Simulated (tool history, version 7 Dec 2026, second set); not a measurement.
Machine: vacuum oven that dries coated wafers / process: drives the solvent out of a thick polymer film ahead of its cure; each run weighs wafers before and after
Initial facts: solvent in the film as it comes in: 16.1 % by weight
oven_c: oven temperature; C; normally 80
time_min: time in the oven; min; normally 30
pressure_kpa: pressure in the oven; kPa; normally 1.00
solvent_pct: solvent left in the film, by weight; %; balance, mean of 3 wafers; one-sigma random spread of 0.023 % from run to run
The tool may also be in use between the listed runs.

Run 1, hour 0.0: usual settings. Result: solvent_pct 1.53 %.
Run 2, hour 11.8: usual settings. Result: solvent_pct 1.50 %.
Run 3, hour 24.8: usual settings. Result: solvent_pct 1.51 %.
Run 4, hour 38.3: usual settings. Result: solvent_pct 1.51 %.
Run 5, hour 45.8: usual settings. Result: solvent_pct 1.51 %.
Run 6, hour 57.0: usual settings. Result: solvent_pct 1.50 %.
Run 7, hour 70.2: usual settings. Result: solvent_pct 1.52 %.
Run 8, hour 86.6: usual settings but pressure_kpa 1.69 kPa. Result: solvent_pct 1.85 %.
Run 9, hour 94.6: usual settings but pressure_kpa 1.69 kPa. Result: solvent_pct 1.96 %.
Run 10, hour 102.2: usual settings but pressure_kpa 1.69 kPa. Result: solvent_pct 1.86 %.
Run 11, hour 117.2: usual settings but pressure_kpa 1.69 kPa. Result: solvent_pct 1.88 %.
Run 12, hour 124.9: usual settings but pressure_kpa 1.69 kPa. Result: solvent_pct 1.93 %.
Run 13, hour 137.2: usual settings but pressure_kpa 1.69 kPa. Result: solvent_pct 1.91 %.
Run 14, hour 146.2: usual settings but oven_c 70 C, pressure_kpa 1.69 kPa. Result: solvent_pct 4.98 %.
Run 15, hour 153.9: usual settings but oven_c 70 C, pressure_kpa 1.69 kPa. Result: solvent_pct 5.02 %.
Run 16, hour 166.9: usual settings but time_min 32 min. Result: solvent_pct 1.38 %.
Run 17, hour 176.5: usual settings but time_min 32 min. Result: solvent_pct 1.39 %.
Run 18, hour 192.4: usual settings but time_min 32 min. Result: solvent_pct 1.38 %.
Run 19, hour 205.6: usual settings but time_min 32 min. Result: solvent_pct 1.40 %.
Run 20, hour 217.2: usual settings but pressure_kpa 0.98 kPa. Result: solvent_pct 1.51 %.
Run 21, hour 233.9: usual settings but pressure_kpa 0.98 kPa. Result: solvent_pct 1.52 %.
Run 22, hour 246.6: usual settings but oven_c 75 C, time_min 31 min. Result: solvent_pct 2.70 %.
Run 23, hour 264.9: usual settings but oven_c 75 C, time_min 31 min. Result: solvent_pct 2.74 %.
Run 24, hour 275.9: usual settings but oven_c 75 C, time_min 31 min. Result: solvent_pct 2.68 %.
Run 25, hour 287.1: usual settings but oven_c 81 C, time_min 36 min, pressure_kpa 2.80 kPa. Result: solvent_pct 2.05 %.
Run 26, hour 302.3: usual settings but oven_c 81 C, time_min 36 min, pressure_kpa 2.80 kPa. Result: solvent_pct 2.06 %.
Run 27, hour 311.7: usual settings but oven_c 81 C, time_min 18 min, pressure_kpa 2.80 kPa. Result: solvent_pct 3.81 %.
Run 28, hour 329.3: usual settings but oven_c 81 C, time_min 18 min, pressure_kpa 2.80 kPa. Result: solvent_pct 3.83 %.

Run 29, settings as shown, results not yet in. Your forecast:
At hour 344.4: oven's thermocouples calibrated.
Run 29, hour 345.9: usual settings but oven_c 73 C, time_min 16 min, pressure_kpa 2.44 kPa. Result: solvent_pct ?.

solvent_pct: 6.85 %
On a tool with no hidden condition, and with the same random variation, this run would have come out at solvent_pct 6.72 %.
